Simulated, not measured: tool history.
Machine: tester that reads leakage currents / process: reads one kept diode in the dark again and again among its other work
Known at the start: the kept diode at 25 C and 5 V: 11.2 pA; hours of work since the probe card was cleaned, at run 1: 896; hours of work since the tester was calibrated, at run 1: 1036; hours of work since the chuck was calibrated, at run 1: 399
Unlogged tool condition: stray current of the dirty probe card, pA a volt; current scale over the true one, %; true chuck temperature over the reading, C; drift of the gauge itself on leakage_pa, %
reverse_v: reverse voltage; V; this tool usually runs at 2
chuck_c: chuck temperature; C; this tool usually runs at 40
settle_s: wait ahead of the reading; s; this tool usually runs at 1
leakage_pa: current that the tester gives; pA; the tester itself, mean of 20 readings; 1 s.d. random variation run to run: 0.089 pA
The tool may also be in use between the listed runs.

run    hour  reverse_v  chuck_c  settle_s  hours of work since the probe card was cleaned  hours of work since the tester was calibrated  hours of work since the chuck was calibrated  leakage_pa
  1       0          2       40         1                                             896                                           1036                                           399        27.1
  2    46.7          2       40         1                                             925                                           1065                                           428       27.26
  3   112.8          2       40         1                                             967                                           1106                                           470       27.35
  4   167.2          2       40      0.36                                            1001                                           1141                                           504       27.82
  5   271.3          2       40      0.36                                            1066                                           1206                                           569        28.1
  6     370          2       40         1                                            1128                                           1268                                           631       27.98
  7   445.8          2       40         1                                            1176                                           1315                                           679       27.99
  8     538          2       40      0.86                                            1233                                           1373                                           736       28.58
  9   620.3          2       40      0.86                                            1285                                           1425                                           788       28.77
 10   693.2          2       40         1                                            1331                                           1470                                           834       28.65
 11   759.9          2       40         1                                            1372                                           1512                                           876       29.01
      785.6  -- chuck's temperature calibrated
 12   858.4          2       40         1                                            1433                                           1573                                            46       29.55
 13   918.2          2       40         1                                            1470                                           1610                                            83       29.75
 14   969.3          2       40         1                                            1503                                           1642                                           115       30.01
     1006.9  -- chuck's temperature calibrated, once more
 15  1050.5          2       40         1                                            1552                                           1692                                            27       28.07
 16  1117.7          2       21         1                                            1594                                           1734                                            69        9.37
 17  1222.4       5.14       21         1                                            1660                                           1800                                           135       17.78
 18  1318.2       5.14       21         1                                            1720                                           1860                                           195       18.18
 19    1420       5.14       21         1                                            1784                                           1924                                           259       18.46
 20    1506       5.14       21         1                                            1838                                           1977                                           313       18.86
 21    1584       3.54       21      2.25                                            1887                                           2026                                           362       14.48
 22  1659.1       3.54       21      2.25                                            1934                                           2073                                           409       14.66
 23  1722.3      15.46       24         1                                            1973                                           2113                                           449       49.77
 24  1801.1        8.1       44      8.07                                            2023                                           2162                                           498       75.96
     1838.5  -- probe card cleaned and baked
 25  1857.5      16.23       44      5.48                                              12                                           2196                                           531        78.3
 26  1959.3      16.23       44      5.48                                              76                                           2260                                           595       79.91
 27  2035.1      16.23       44      5.48                                             123                                           2307                                           643       81.12
 28  2133.8       6.11       26      8.28                                             185                                           2369                                           705       15.53
 29  2234.4       6.11       26      8.28                                             248                                           2432                                           768       16.11
 30  2292.2       6.11       26      4.34                                             284                                           2468                                           804       16.42
 31  2392.1       4.46       40       0.5                                             347                                           2531                                           867        38.6
       2434  -- chuck's temperature calibrated
 32  2480.9          2       36      5.23                                             402                                           2586                                            29       19.07
 33  2561.5       7.33       48      5.71                                             452                                           2636                                            80       75.13
 34  2656.4      13.78       26      2.31                                             512                                           2696                                           139       26.32
 35  2735.3      13.78       26      2.31                                             561                                           2745                                           189       27.19
 36  2796.8          2       40      5.65                                             600                                           2784                                           227       26.26
 37  2882.6          2       40      5.65                                             653                                           2837                                           281       26.43
 38  2978.5          2       40      5.65                                             713                                           2898                                           341       26.44
 39  3022.7          2       43         1                                             741                                           2925                                           369       32.96

Had the tool no unlogged condition, and each run kept its random variation, what would the results have been?
run  leakage_pa
  1       24.38
  2       24.42
  3       24.35
  4       24.69
  5       24.72
  6       24.39
  7       24.22
  8       24.56
  9       24.55
 10       24.28
 11       24.45
 12       24.33
 13       24.38
 14       24.51
 15       24.29
 16        5.95
 17        8.82
 18        8.84
 19        8.78
 20        8.83
 21        7.32
 22        7.29
 23       17.95
 24       55.96
 25       73.43
 26       73.68
 27        73.8
 28       13.28
 29       13.37
 30       13.45
 31       34.08
 32       17.99
 33       70.54
 34        18.9
 35       18.94
 36       24.33
 37       24.29
 38       24.07
 39       30.24
